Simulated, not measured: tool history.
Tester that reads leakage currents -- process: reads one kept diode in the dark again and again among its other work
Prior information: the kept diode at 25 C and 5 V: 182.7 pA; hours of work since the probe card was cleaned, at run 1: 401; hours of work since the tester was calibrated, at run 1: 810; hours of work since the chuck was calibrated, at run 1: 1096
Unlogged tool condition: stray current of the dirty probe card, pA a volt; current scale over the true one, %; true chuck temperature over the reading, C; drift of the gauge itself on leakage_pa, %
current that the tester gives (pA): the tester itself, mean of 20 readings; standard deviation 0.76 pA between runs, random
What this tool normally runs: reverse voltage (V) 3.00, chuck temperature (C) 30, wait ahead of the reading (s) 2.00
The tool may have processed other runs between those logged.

| run | hour | reverse voltage (V) | chuck temperature (C) | wait ahead of the reading (s) | hours of work since the probe card was cleaned | hours of work since the tester was calibrated | hours of work since the chuck was calibrated | current that the tester gives (pA) |
|---|---|---|---|---|---|---|---|---|
| 1 | 0.0 | 3.00 | 30 | 2.00 | 401 | 810 | 1096 | 271.74 |
| 2 | 34.6 | 3.00 | 30 | 2.00 | 426 | 834 | 1121 | 273.48 |
| 3 | 71.2 | 13.58 | 30 | 2.00 | 452 | 860 | 1147 | 438.59 |
| 4 | 99.1 | 13.58 | 30 | 2.00 | 472 | 880 | 1167 | 436.09 |
| 5 | 134.0 | 3.00 | 47 | 2.00 | 496 | 905 | 1191 | 1210.59 |
| 6 | 165.6 | 3.00 | 30 | 2.00 | 519 | 928 | 1214 | 274.91 |
| 7 | 212.4 | 3.00 | 30 | 2.00 | 552 | 961 | 1247 | 276.58 |
| 8 | 252.7 | 3.00 | 30 | 2.00 | 581 | 989 | 1276 | 275.54 |
| 9 | 294.6 | 3.00 | 30 | 0.75 | 610 | 1019 | 1305 | 278.17 |
| 10 | 335.0 | 3.00 | 35 | 0.75 | 639 | 1048 | 1334 | 437.66 |
| 11 | 369.9 | 3.00 | 30 | 2.00 | 664 | 1073 | 1359 | 278.19 |
| 12 | 409.8 | 3.00 | 30 | 0.40 | 692 | 1101 | 1387 | 278.55 |
| 13 | 445.9 | 5.08 | 30 | 0.40 | 718 | 1127 | 1413 | 329.81 |
| 14 | 473.5 | 5.08 | 30 | 0.40 | 738 | 1146 | 1433 | 330.50 |
| 15 | 507.2 | 5.08 | 30 | 0.40 | 762 | 1170 | 1457 | 331.38 |
| 16 | 535.5 | 5.08 | 30 | 0.40 | 782 | 1190 | 1477 | 331.22 |
| 17 | 587.7 | 5.08 | 30 | 0.40 | 819 | 1227 | 1514 | 332.67 |
| 18 | 632.0 | 5.08 | 30 | 0.40 | 850 | 1259 | 1545 | 331.49 |
| 19 | 669.3 | 3.72 | 30 | 0.40 | 877 | 1285 | 1572 | 304.16 |
| 20 | 704.4 | 12.14 | 33 | 3.56 | 902 | 1310 | 1597 | 574.69 |
| 21 | 737.7 | 1.04 | 30 | 5.03 | 925 | 1334 | 1620 | 205.98 |
| 22 | 776.7 | 3.00 | 30 | 0.47 | 953 | 1362 | 1648 | 284.98 |
| 23 | 807.4 | 3.00 | 30 | 0.47 | 975 | 1384 | 1670 | 284.26 |
| 24 | 855.5 | 2.89 | 53 | 6.58 | 1009 | 1418 | 1704 | 2026.24 |
| 25 | 894.5 | 1.23 | 30 | 1.60 | 1037 | 1445 | 1732 | 218.45 |
| 26 | 945.2 | 1.23 | 30 | 1.60 | 1073 | 1481 | 1768 | 218.51 |
| 27 | 971.3 | 1.23 | 30 | 1.60 | 1091 | 1500 | 1786 | 219.17 |
| 28 | 1008.0 | 1.23 | 30 | 1.60 | 1117 | 1526 | 1812 | 218.65 |
| 29 | 1069.5 | 3.17 | 27 | 4.22 | 1161 | 1570 | 1856 | 222.92 |
| 30 | 1125.8 | 3.00 | 51 | 5.23 | 1201 | 1610 | 1896 | 1757.88 |
|  | 1142.8 | chuck's temperature calibrated |
| 31 | 1187.6 | 11.88 | 30 | 0.39 | 1244 | 1652 | 32 | 402.13 |
| 32 | 1241.9 | 2.06 | 59 | 1.87 | 1282 | 1691 | 70 | 2683.92 |
| 33 | 1295.4 | 2.06 | 59 | 1.87 | 1320 | 1729 | 108 | 2704.99 |
| 34 | 1339.1 | 2.06 | 59 | 1.87 | 1351 | 1760 | 139 | 2708.32 |
| 35 | 1395.8 | 2.06 | 23 | 0.93 | 1392 | 1800 | 180 | 120.78 |
| 36 | 1433.3 | 14.17 | 29 | 0.71 | 1418 | 1827 | 206 | 396.84 |
| 37 | 1473.5 | 14.17 | 29 | 0.71 | 1447 | 1855 | 235 | 397.23 |

Describe how what the log doesn't record of the tool's condition differs between the last listed run preceding each entry between runs and the first listed run following it.
Runs 30 to 31: chuck's temperature calibrated (hour 1142.8)
  stray current of the dirty probe card, pA a volt: 1.158 -> 1.197; current scale over the true one, %: 0.86 -> 0.88; true chuck temperature over the reading, C: 1.31 -> 0.08
  measured value less the no-hidden-state value, current that the tester gives (pA): +193.89 -> +20.18
